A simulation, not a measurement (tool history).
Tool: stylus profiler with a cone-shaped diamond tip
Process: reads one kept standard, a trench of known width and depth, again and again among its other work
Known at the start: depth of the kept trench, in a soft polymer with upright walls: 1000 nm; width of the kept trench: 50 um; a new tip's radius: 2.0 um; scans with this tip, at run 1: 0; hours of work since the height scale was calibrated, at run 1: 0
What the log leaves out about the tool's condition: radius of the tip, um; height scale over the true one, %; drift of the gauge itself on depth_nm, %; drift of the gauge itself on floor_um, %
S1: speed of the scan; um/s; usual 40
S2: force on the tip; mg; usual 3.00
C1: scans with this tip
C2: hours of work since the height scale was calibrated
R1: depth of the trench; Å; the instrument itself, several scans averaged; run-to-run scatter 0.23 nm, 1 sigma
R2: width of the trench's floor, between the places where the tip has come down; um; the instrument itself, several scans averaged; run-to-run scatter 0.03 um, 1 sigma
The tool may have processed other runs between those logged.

| run | day | S1 | S2 | C1 | C2 | R1 | R2 |
|---|---|---|---|---|---|---|---|
| 1 | 0.000 | 40 | 3.00 | 0 | 0 | 10189.8 | 46.43 |
| 2 | 2.654 | 40 | 1.25 | 359 | 40 | 10105.5 | 46.33 |
| 3 | 5.583 | 40 | 1.25 | 755 | 84 | 10106.7 | 46.41 |
| 4 | 9.171 | 40 | 1.25 | 1239 | 138 | 10103.7 | 46.35 |
| 5 | 11.842 | 40 | 1.25 | 1600 | 178 | 10104.2 | 46.43 |
| 6 | 13.812 | 23 | 1.25 | 1867 | 208 | 10100.3 | 46.45 |
| 7 | 17.525 | 40 | 3.00 | 2368 | 264 | 10187.3 | 46.43 |
| 8 | 21.575 | 40 | 3.00 | 2916 | 325 | 10191.5 | 46.47 |
| 9 | 23.688 | 40 | 3.00 | 3201 | 356 | 10186.4 | 46.43 |
| 10 | 26.667 | 40 | 3.00 | 3604 | 401 | 10189.0 | 46.43 |
| 11 | 31.117 | 40 | 3.00 | 4205 | 468 | 10188.1 | 46.40 |
| 12 | 33.617 | 40 | 3.00 | 4543 | 506 | 10190.0 | 46.46 |
| 13 | 38.054 | 40 | 1.77 | 5142 | 572 | 10132.0 | 46.42 |
| 14 | 41.504 | 40 | 6.94 | 5609 | 624 | 10324.6 | 46.45 |
| 15 | 43.800 | 40 | 6.94 | 5919 | 659 | 10331.9 | 46.48 |
| 16 | 46.617 | 40 | 6.94 | 6299 | 701 | 10332.1 | 46.49 |
| 17 | 51.004 | 71 | 4.44 | 6892 | 767 | 10246.5 | 46.32 |

Estimate the outcome of run 18 from the log above:
| 18 | 53.575 | 71 | 4.44 | 7240 | 806 | ? | ? |

Run 18 came out at R1 10246.3 Å, R2 46.41 um.
The same run, on a tool lacking any hidden state, would have yielded R1 10245.9 Å, R2 46.42 um.
